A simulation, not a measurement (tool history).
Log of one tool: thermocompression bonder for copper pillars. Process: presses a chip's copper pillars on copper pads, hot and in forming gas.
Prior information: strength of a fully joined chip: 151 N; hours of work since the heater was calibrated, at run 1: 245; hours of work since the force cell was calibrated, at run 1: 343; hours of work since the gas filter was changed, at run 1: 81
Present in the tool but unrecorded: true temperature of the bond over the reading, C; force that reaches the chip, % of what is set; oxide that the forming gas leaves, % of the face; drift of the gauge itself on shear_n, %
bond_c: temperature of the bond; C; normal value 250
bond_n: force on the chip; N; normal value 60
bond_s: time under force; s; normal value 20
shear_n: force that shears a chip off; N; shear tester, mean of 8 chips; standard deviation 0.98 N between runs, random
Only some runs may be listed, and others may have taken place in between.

run	hour	bond_c	bond_n	bond_s	hours of work since the heater was calibrated	hours of work since the force cell was calibrated	hours of work since the gas filter was changed	shear_n
1	0.0	250	60	20	245	343	81	76.8
2	32.3	250	65	20	271	368	106	79.9
3	70.9	250	60	43	302	399	137	95.3
4	101.6	250	60	20	326	424	162	74.7
5	145.6	250	52	20	361	459	197	65.8
6	188.4	250	52	20	395	493	231	64.6
7	208.4	250	52	20	411	509	247	65.4
8	252.7	250	38	20	446	544	282	49.1
9	296.8	250	38	20	482	579	317	48.5
# hour 310.6: forming gas filter changed
10	319.3	250	38	20	499	597	7	51.2
11	362.4	250	46	20	534	631	41	61.0
12	407.3	250	46	20	569	667	77	58.8
13	434.1	250	46	20	591	688	98	59.0
14	477.7	250	60	20	626	723	133	70.0
15	519.9	273	60	20	659	757	167	92.2
16	563.0	273	60	20	694	791	201	92.0
17	608.1	273	60	20	730	827	237	88.9
18	651.8	273	60	20	764	862	272	86.9
19	683.8	250	60	20	790	888	298	67.5
20	717.4	250	60	20	817	914	324	65.2
# hour 723.3: forming gas filter changed
21	741.6	250	60	20	836	933	15	71.5
22	778.7	277	60	46	865	963	44	117.3
23	810.7	277	60	46	891	988	70	117.3
24	833.8	258	63	22	909	1007	88	84.0
25	853.5	235	60	39	925	1023	104	71.8
26	881.3	267	80	34	947	1045	126	111.9
# hour 885.3: force cell calibrated
27	928.6	267	80	55	984	35	163	126.2
28	966.8	267	80	55	1014	65	193	123.1
29	1006.2	267	80	55	1046	96	224	119.4
30	1028.2	267	80	55	1063	114	242	119.5
31	1061.9	230	38	55	1090	141	269	47.3
32	1086.9	257	81	27	1110	161	289	94.1
# hour 1093.7: force cell calibrated, once more
33	1114.6	257	81	27	1131	17	310	97.2
# hour 1139.5: forming gas filter changed
34	1147.1	257	81	27	1156	42	6	104.1
# hour 1180.3: heater calibrated with a thermocouple chip
35	1190.9	257	80	47	8	75	39	126.5
36	1212.7	257	80	47	26	93	57	126.5
37	1252.5	257	80	47	58	125	89	125.5
38	1281.4	230	45	11	81	148	112	37.2
39	1307.1	233	54	11	101	168	132	47.8

Take each entry between the runs: how does the hidden state at the last listed run before it differ from the hidden state at the first listed run after it?
From run 9 to run 10: forming gas filter changed (hour 310.6)
  true temperature of the bond over the reading, C: -5.9 -> -6.1; force that reaches the chip, % of what is set: 96.5 -> 96.4; oxide that the forming gas leaves, % of the face: 8.89 -> 0.73
  the result without the hidden state subtracted from the measured one, shear_n: -10.9 -> -6.7 N
From run 20 to run 21: forming gas filter changed (hour 723.3)
  true temperature of the bond over the reading, C: -9.4 -> -9.6; force that reaches the chip, % of what is set: 94.8 -> 94.7; oxide that the forming gas leaves, % of the face: 9.14 -> 0.97
  the result without the hidden state subtracted from the measured one, shear_n: -18.4 -> -12.8 N
From run 26 to run 27: force cell calibrated (hour 885.3)
  true temperature of the bond over the reading, C: -10.8 -> -11.2; force that reaches the chip, % of what is set: 94.2 -> 92.8; oxide that the forming gas leaves, % of the face: 3.89 -> 4.82
  the result without the hidden state subtracted from the measured one, shear_n: -15.1 -> -15.9 N
From run 32 to run 33: force cell calibrated, once more (hour 1093.7)
  true temperature of the bond over the reading, C: -12.4 -> -12.6; force that reaches the chip, % of what is set: 92.2 -> 99.2; oxide that the forming gas leaves, % of the face: 8.18 -> 8.69
  the result without the hidden state subtracted from the measured one, shear_n: -24.6 -> -21.1 N
From run 33 to run 34: forming gas filter changed (hour 1139.5)
  true temperature of the bond over the reading, C: -12.6 -> -12.9; force that reaches the chip, % of what is set: 99.2 -> 99; oxide that the forming gas leaves, % of the face: 8.69 -> 0.74
  the result without the hidden state subtracted from the measured one, shear_n: -21.1 -> -12.9 N
From run 34 to run 35: heater calibrated with a thermocouple chip (hour 1180.3)
  true temperature of the bond over the reading, C: -12.9 -> 0.8; force that reaches the chip, % of what is set: 99 -> 98.8; oxide that the forming gas leaves, % of the face: 0.74 -> 1.6
  the result without the hidden state subtracted from the measured one, shear_n: -12.9 -> -1.4 N
